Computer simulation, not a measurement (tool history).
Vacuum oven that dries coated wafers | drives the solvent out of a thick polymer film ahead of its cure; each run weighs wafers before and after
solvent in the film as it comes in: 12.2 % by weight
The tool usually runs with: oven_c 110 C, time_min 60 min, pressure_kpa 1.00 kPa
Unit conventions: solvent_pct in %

{"run": 1, "hour": 0.0, "oven_c": 110, "time_min": 60, "pressure_kpa": 1.0, "solvent_pct": 1.31}
{"run": 2, "hour": 66.6, "oven_c": 110, "time_min": 60, "pressure_kpa": 1.0, "solvent_pct": 1.32}
{"run": 3, "hour": 112.0, "oven_c": 96, "time_min": 60, "pressure_kpa": 1.0, "solvent_pct": 3.51}
{"run": 4, "hour": 175.7, "oven_c": 114, "time_min": 60, "pressure_kpa": 1.0, "solvent_pct": 0.91}
{"run": 5, "hour": 237.4, "oven_c": 114, "time_min": 60, "pressure_kpa": 1.04, "solvent_pct": 0.88}
{"run": 6, "hour": 301.4, "oven_c": 114, "time_min": 60, "pressure_kpa": 1.04, "solvent_pct": 0.92}
{"run": 7, "hour": 345.9, "oven_c": 114, "time_min": 60, "pressure_kpa": 1.04, "solvent_pct": 0.85}
{"run": 8, "hour": 382.3, "oven_c": 114, "time_min": 60, "pressure_kpa": 1.04, "solvent_pct": 0.92}
{"run": 9, "hour": 415.6, "oven_c": 114, "time_min": 60, "pressure_kpa": 1.04, "solvent_pct": 0.97}
{"run": 10, "hour": 472.6, "oven_c": 114, "time_min": 60, "pressure_kpa": 1.04, "solvent_pct": 0.93}
{"run": 11, "hour": 518.7, "oven_c": 114, "time_min": 60, "pressure_kpa": 1.04, "solvent_pct": 0.93}
{"run": 12, "hour": 557.4, "oven_c": 114, "time_min": 60, "pressure_kpa": 1.04, "solvent_pct": 0.96}
{"run": 13, "hour": 614.0, "oven_c": 114, "time_min": 87, "pressure_kpa": 3.72, "solvent_pct": 1.75}
{"run": 14, "hour": 665.3, "oven_c": 124, "time_min": 94, "pressure_kpa": 3.72, "solvent_pct": 1.21}
{"run": 15, "hour": 734.5, "oven_c": 124, "time_min": 94, "pressure_kpa": 3.72, "solvent_pct": 1.23}
{"run": 16, "hour": 777.6, "oven_c": 125, "time_min": 44, "pressure_kpa": 2.88, "solvent_pct": 1.15}
{"run": 17, "hour": 810.3, "oven_c": 106, "time_min": 36, "pressure_kpa": 1.0, "solvent_pct": 3.43}
{"run": 18, "hour": 886.8, "oven_c": 103, "time_min": 36, "pressure_kpa": 1.57, "solvent_pct": 4.16}
{"run": 19, "hour": 941.9, "oven_c": 115, "time_min": 45, "pressure_kpa": 0.63, "solvent_pct": 1.19}

Between the runs listed above, the log contained 1 entry, not reproduced here. Where in the sequence does each belong, and how does what the log doesn't record of the tool's condition differ from the listed run before to the listed run after?
In the gap between runs 10 and 11: vacuum gauge cleaned of residue and calibrated (hour 515.6)
  true pressure over the reading, kPa: 0.029 -> 0
